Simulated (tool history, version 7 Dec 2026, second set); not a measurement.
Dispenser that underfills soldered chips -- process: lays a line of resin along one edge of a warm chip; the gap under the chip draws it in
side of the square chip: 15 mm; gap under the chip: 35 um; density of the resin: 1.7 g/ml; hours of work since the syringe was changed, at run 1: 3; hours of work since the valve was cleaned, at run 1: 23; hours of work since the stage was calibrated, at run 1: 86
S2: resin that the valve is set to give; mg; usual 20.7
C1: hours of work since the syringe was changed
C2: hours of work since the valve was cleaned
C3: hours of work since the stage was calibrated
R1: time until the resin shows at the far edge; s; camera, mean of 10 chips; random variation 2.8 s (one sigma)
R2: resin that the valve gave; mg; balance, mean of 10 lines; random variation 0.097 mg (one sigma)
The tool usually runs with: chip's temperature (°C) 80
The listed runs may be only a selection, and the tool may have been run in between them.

{"run": 1, "hour": 0.0, "chip's temperature (°C)": 80, "S2": 20.7, "C1": 3, "C2": 23, "C3": 86, "R1": 354.3, "R2": 20.2}
{"hour": 5.2, "done": "new syringe of resin"}
{"hour": 14.0, "done": "new syringe of resin"}
{"run": 2, "hour": 16.2, "chip's temperature (°C)": 80, "S2": 18.0, "C1": 2, "C2": 35, "C3": 98, "R1": 316.2, "R2": 17.37}
{"hour": 23.3, "done": "new syringe of resin"}
{"hour": 31.7, "done": "new syringe of resin"}
{"run": 3, "hour": 31.7, "chip's temperature (°C)": 80, "S2": 18.0, "C1": 0, "C2": 45, "C3": 108, "R1": 290.5, "R2": 17.54}
{"run": 4, "hour": 38.3, "chip's temperature (°C)": 80, "S2": 20.7, "C1": 5, "C2": 50, "C3": 113, "R1": 398.0, "R2": 19.84}
{"hour": 40.9, "done": "new syringe of resin"}
{"run": 5, "hour": 45.5, "chip's temperature (°C)": 80, "S2": 23.1, "C1": 3, "C2": 55, "C3": 118, "R1": 355.2, "R2": 22.02}
{"hour": 49.4, "done": "new syringe of resin"}
{"hour": 52.8, "done": "dispensing valve cleaned and set on the balance"}
{"hour": 58.8, "done": "new syringe of resin"}
{"run": 6, "hour": 58.8, "chip's temperature (°C)": 80, "S2": 23.1, "C1": 0, "C2": 4, "C3": 127, "R1": 273.7, "R2": 22.98}
{"hour": 68.2, "done": "new syringe of resin"}
{"run": 7, "hour": 68.3, "chip's temperature (°C)": 80, "S2": 23.1, "C1": 0, "C2": 11, "C3": 133, "R1": 272.9, "R2": 22.95}
{"hour": 76.8, "done": "new syringe of resin"}
{"run": 8, "hour": 78.6, "chip's temperature (°C)": 74, "S2": 25.2, "C1": 1, "C2": 18, "C3": 140, "R1": 365.9, "R2": 24.93}
{"hour": 85.4, "done": "new syringe of resin"}
{"hour": 93.9, "done": "new syringe of resin"}
{"run": 9, "hour": 93.9, "chip's temperature (°C)": 74, "S2": 25.2, "C1": 0, "C2": 29, "C3": 151, "R1": 322.6, "R2": 24.79}
{"run": 10, "hour": 100.6, "chip's temperature (°C)": 74, "S2": 20.5, "C1": 5, "C2": 34, "C3": 156, "R1": 474.8, "R2": 19.94}
{"hour": 102.3, "done": "new syringe of resin"}
{"hour": 111.2, "done": "new syringe of resin"}
{"run": 11, "hour": 111.2, "chip's temperature (°C)": 74, "S2": 20.5, "C1": 0, "C2": 41, "C3": 163, "R1": 333.1, "R2": 19.89}

Predict each of these 5 candidate next runs independently; none follows another, all start after run 11:
{"hour": 120.6, "done": "new syringe of resin"}
{"run": "A", "hour": 127.6, "chip's temperature (°C)": 91, "S2": 21.0, "C1": 5, "C2": 52, "C3": 175, "R1": "?", "R2": "?"}
{"hour": 120.6, "done": "new syringe of resin"}
{"run": "B", "hour": 127.6, "chip's temperature (°C)": 69, "S2": 23.7, "C1": 5, "C2": 52, "C3": 175, "R1": "?", "R2": "?"}
{"hour": 120.6, "done": "new syringe of resin"}
{"run": "C", "hour": 127.6, "chip's temperature (°C)": 72, "S2": 20.4, "C1": 5, "C2": 52, "C3": 175, "R1": "?", "R2": "?"}
{"hour": 120.6, "done": "new syringe of resin"}
{"run": "D", "hour": 127.6, "chip's temperature (°C)": 71, "S2": 19.3, "C1": 5, "C2": 52, "C3": 175, "R1": "?", "R2": "?"}
{"hour": 120.6, "done": "new syringe of resin"}
{"run": "E", "hour": 127.6, "chip's temperature (°C)": 70, "S2": 21.6, "C1": 5, "C2": 52, "C3": 175, "R1": "?", "R2": "?"}

run=A R1=282.9 R2=20.27
run=B R1=560.9 R2=23.16
run=C R1=515.4 R2=19.89
run=D R1=536.9 R2=18.77
run=E R1=541.0 R2=20.96
Without the tool's hidden state the same runs would have given:
run=A R1=200.5 R2=20.96
run=B R1=399.7 R2=23.94
run=C R1=366.0 R2=20.57
run=D R1=380.8 R2=19.40
run=E R1=384.7 R2=21.67
